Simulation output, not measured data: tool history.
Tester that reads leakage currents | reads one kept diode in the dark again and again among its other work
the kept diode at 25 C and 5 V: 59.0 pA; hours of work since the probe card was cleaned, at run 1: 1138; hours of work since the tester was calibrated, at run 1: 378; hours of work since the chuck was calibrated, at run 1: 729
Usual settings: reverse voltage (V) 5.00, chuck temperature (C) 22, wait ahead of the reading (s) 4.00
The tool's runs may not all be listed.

| run | hour | reverse voltage (V) | chuck temperature (C) | wait ahead of the reading (s) | hours of work since the probe card was cleaned | hours of work since the tester was calibrated | hours of work since the chuck was calibrated | current that the tester gives (pA) |
|---|---|---|---|---|---|---|---|---|
| 1 | 0.0 | 5.00 | 22 | 4.00 | 1138 | 378 | 729 | 48.47 |
| 2 | 39.0 | 3.48 | 22 | 4.00 | 1159 | 398 | 749 | 41.76 |
| 3 | 102.5 | 3.48 | 22 | 4.00 | 1192 | 432 | 783 | 42.07 |
| 4 | 182.9 | 3.48 | 22 | 4.00 | 1235 | 474 | 825 | 42.28 |
| 5 | 252.1 | 5.00 | 22 | 4.00 | 1271 | 511 | 862 | 49.46 |
| 6 | 315.1 | 5.00 | 22 | 4.00 | 1305 | 544 | 895 | 49.44 |
| 7 | 366.0 | 5.00 | 22 | 4.00 | 1331 | 571 | 922 | 49.71 |
| 8 | 447.0 | 5.00 | 22 | 4.00 | 1374 | 614 | 965 | 49.81 |
| 9 | 493.7 | 5.00 | 22 | 4.00 | 1399 | 638 | 989 | 50.01 |
| 10 | 540.2 | 5.00 | 22 | 0.98 | 1424 | 663 | 1014 | 50.76 |
| 11 | 620.3 | 5.00 | 22 | 0.98 | 1466 | 705 | 1056 | 50.89 |
| 12 | 665.6 | 5.00 | 22 | 6.83 | 1490 | 729 | 1080 | 50.17 |
| 13 | 746.8 | 2.01 | 36 | 0.63 | 1533 | 772 | 1123 | 116.52 |
| 14 | 807.7 | 2.14 | 44 | 0.46 | 1565 | 804 | 1155 | 231.37 |
| 15 | 843.2 | 2.14 | 44 | 0.46 | 1584 | 823 | 1174 | 230.48 |
| 16 | 920.7 | 6.87 | 44 | 0.47 | 1625 | 864 | 1215 | 373.85 |
| 17 | 1002.9 | 2.03 | 50 | 0.79 | 1668 | 908 | 1259 | 364.12 |
| 18 | 1041.9 | 5.00 | 22 | 0.48 | 1689 | 928 | 1279 | 52.68 |
| 19 | 1096.7 | 5.00 | 22 | 0.48 | 1718 | 957 | 1308 | 52.62 |
| 20 | 1156.2 | 1.90 | 32 | 4.00 | 1749 | 989 | 1340 | 82.40 |
| 21 | 1234.8 | 5.00 | 21 | 9.37 | 1791 | 1030 | 1381 | 47.14 |

5 ways to go on from here, each from the tool as it stands after run 21. What would each give?
|  | 1276.9 | chuck's temperature calibrated |
| A | 1285.7 | 5.08 | 21 | 0.80 | 1816 | 1056 | 5 | ? |
|  | 1276.9 | chuck's temperature calibrated |
| B | 1285.7 | 2.86 | 25 | 0.53 | 1816 | 1056 | 5 | ? |
|  | 1276.9 | chuck's temperature calibrated |
| C | 1285.7 | 19.92 | 54 | 9.37 | 1816 | 1056 | 5 | ? |
|  | 1276.9 | chuck's temperature calibrated |
| D | 1285.7 | 8.59 | 22 | 0.78 | 1816 | 1056 | 5 | ? |
|  | 1276.9 | chuck's temperature calibrated |
| E | 1285.7 | 1.14 | 24 | 0.66 | 1816 | 1056 | 5 | ? |

| run | current that the tester gives (pA) |
|---|---|
| A | 43.56 |
| B | 48.91 |
| C | 1155.76 |
| D | 60.04 |
| E | 29.88 |
Without the tool's hidden state the same runs would have given:
| run | current that the tester gives (pA) |
|---|---|
| A | 41.88 |
| B | 48.16 |
| C | 1156.44 |
| D | 57.09 |
| E | 29.67 |
